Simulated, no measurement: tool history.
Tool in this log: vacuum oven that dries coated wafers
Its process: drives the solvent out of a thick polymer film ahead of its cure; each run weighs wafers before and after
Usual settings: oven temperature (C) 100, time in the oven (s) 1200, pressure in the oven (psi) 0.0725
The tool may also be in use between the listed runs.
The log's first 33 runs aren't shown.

run	hour	oven temperature (C)	time in the oven (s)	pressure in the oven (psi)	solvent left in the film (%)
34	836.9	92	720	0.1653	7.48
35	857.6	88	660	0.0725	8.93
36	882.5	100	2040	0.0725	0.93
37	904.2	100	1500	0.0606	1.4
38	933.7	100	1980	0.0399	0.84
39	964.9	104	780	0.0399	2.65
40	992.6	100	1200	0.0522	2.11
41	1022.4	100	600	0.1047	5.3
42	1040.9	100	600	0.1047	5.32
43	1063.6	114	2040	0.086	0.37
44	1095.4	90	1200	0.0876	5.64
45	1124.3	90	1200	0.0876	5.93

Forecast each of these 5 alternatives for the next run:
A	1148.4	87	1260	0.0505	?
B	1148.4	100	1440	0.0741	?
C	1148.4	104	1200	0.0725	?
D	1148.4	100	1140	0.1564	?
E	1148.4	106	1020	0.0725	?

run	solvent left in the film (%)
A	6.59
B	1.8
C	1.36
D	2.82
E	1.44
With no hidden state in the tool, these same runs would have given:
run	solvent left in the film (%)
A	5.79
B	1.28
C	0.92
D	2.22
E	1.01
